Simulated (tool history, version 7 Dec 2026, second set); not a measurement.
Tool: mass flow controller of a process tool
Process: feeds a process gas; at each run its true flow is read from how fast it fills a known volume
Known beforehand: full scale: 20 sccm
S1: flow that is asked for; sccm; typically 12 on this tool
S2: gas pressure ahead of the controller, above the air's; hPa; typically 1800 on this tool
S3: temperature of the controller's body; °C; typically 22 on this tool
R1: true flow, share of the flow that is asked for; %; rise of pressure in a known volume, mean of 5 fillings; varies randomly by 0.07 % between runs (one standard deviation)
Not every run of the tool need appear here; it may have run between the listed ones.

| run | hour | S1 | S2 | S3 | R1 |
|---|---|---|---|---|---|
| 1 | 0 | 12 | 1800 | 22 | 99.17 |
| 2 | 118.5 | 12 | 1800 | 22 | 99.06 |
| 3 | 240.1 | 12 | 1800 | 21 | 99.07 |
| 4 | 309.8 | 12 | 1800 | 21 | 99.1 |
| 5 | 451.6 | 12 | 1800 | 34 | 98.76 |
| 6 | 589.7 | 12 | 1800 | 22 | 98.99 |
| 7 | 724.8 | 12 | 1800 | 22 | 99.09 |
| 8 | 821.2 | 12 | 1800 | 22 | 99.2 |
| 9 | 952.7 | 12 | 2400 | 22 | 99.23 |
| 10 | 1080.6 | 12 | 2400 | 22 | 99.36 |
| 11 | 1238.6 | 12 | 2400 | 22 | 99.2 |
| 12 | 1405.2 | 12 | 2400 | 22 | 99.34 |
|  | 1417.1 | controller's zero set anew |
| 13 | 1491.1 | 12 | 2400 | 22 | 99.01 |
| 14 | 1628.4 | 12 | 2400 | 22 | 99.09 |
| 15 | 1732.2 | 12 | 1800 | 22 | 99.01 |
| 16 | 1836.8 | 12 | 1800 | 22 | 98.83 |
| 17 | 1999.3 | 12 | 1800 | 22 | 98.9 |
| 18 | 2119.3 | 4 | 1800 | 22 | 95.4 |
|  | 2134 | controller's zero set anew, once more |
| 19 | 2207.6 | 4 | 1800 | 22 | 99.12 |
| 20 | 2278.3 | 12 | 1800 | 22 | 100.11 |
| 21 | 2378.4 | 12 | 1800 | 22 | 100.15 |
| 22 | 2497.9 | 12 | 1800 | 22 | 100.17 |
| 23 | 2617 | 12 | 2330 | 29 | 100.13 |
| 24 | 2694.3 | 19 | 2170 | 28 | 101.01 |
| 25 | 2800.9 | 12 | 1820 | 22 | 100.06 |
| 26 | 2910.3 | 13 | 1880 | 21 | 100.27 |
| 27 | 3073.9 | 13 | 1880 | 23 | 100.29 |
| 28 | 3164.1 | 13 | 1880 | 23 | 100.28 |
| 29 | 3312.1 | 8 | 2680 | 31 | 99.54 |
| 30 | 3469.4 | 8 | 2680 | 31 | 99.51 |
| 31 | 3633.9 | 4 | 2680 | 39 | 98.57 |
| 32 | 3753.5 | 4 | 2680 | 39 | 98.43 |
| 33 | 3834.8 | 4 | 2060 | 30 | 98.32 |
| 34 | 3950.2 | 4 | 2060 | 30 | 98.44 |
| 35 | 4109.5 | 5 | 1970 | 22 | 98.93 |
| 36 | 4241.5 | 7 | 2290 | 33 | 99.18 |
| 37 | 4340.7 | 12 | 2030 | 25 | 100.18 |
| 38 | 4477.1 | 12 | 1800 | 30 | 100.02 |
| 39 | 4551.3 | 7 | 2310 | 23 | 99.42 |
| 40 | 4695.7 | 7 | 1590 | 26 | 99.22 |
| 41 | 4849 | 7 | 1590 | 26 | 99.12 |
| 42 | 5013.8 | 2 | 1920 | 26 | 96.49 |

Measured less the same run without the tool's hidden state. The same run-to-run variation is in both; the gauge's scatter may not be:
Hidden state present: flow at rest that the sensor doesn't see, % of full scale; true flow over the shown one, %; drift of the gauge itself on true_pct, %.
| run | R1 |
|---|---|
| 1 | +0.08 |
| 2 | +0.09 |
| 3 | +0.1 |
| 4 | +0.1 |
| 5 | +0.12 |
| 6 | +0.11 |
| 7 | +0.13 |
| 8 | +0.13 |
| 9 | +0.13 |
| 10 | +0.14 |
| 11 | +0.15 |
| 12 | +0.17 |
| 13 | -0.15 |
| 14 | -0.15 |
| 15 | -0.14 |
| 16 | -0.13 |
| 17 | -0.13 |
| 18 | -2.59 |
| 19 | +1.08 |
| 20 | +1.12 |
| 21 | +1.13 |
| 22 | +1.13 |
| 23 | +1.14 |
| 24 | +1.18 |
| 25 | +1.15 |
| 26 | +1.16 |
| 27 | +1.18 |
| 28 | +1.18 |
| 29 | +1.07 |
| 30 | +1.07 |
| 31 | +0.68 |
| 32 | +0.65 |
| 33 | +0.63 |
| 34 | +0.6 |
| 35 | +0.76 |
| 36 | +0.99 |
| 37 | +1.23 |
| 38 | +1.25 |
| 39 | +0.96 |
| 40 | +0.95 |
| 41 | +0.95 |
| 42 | -1.09 |

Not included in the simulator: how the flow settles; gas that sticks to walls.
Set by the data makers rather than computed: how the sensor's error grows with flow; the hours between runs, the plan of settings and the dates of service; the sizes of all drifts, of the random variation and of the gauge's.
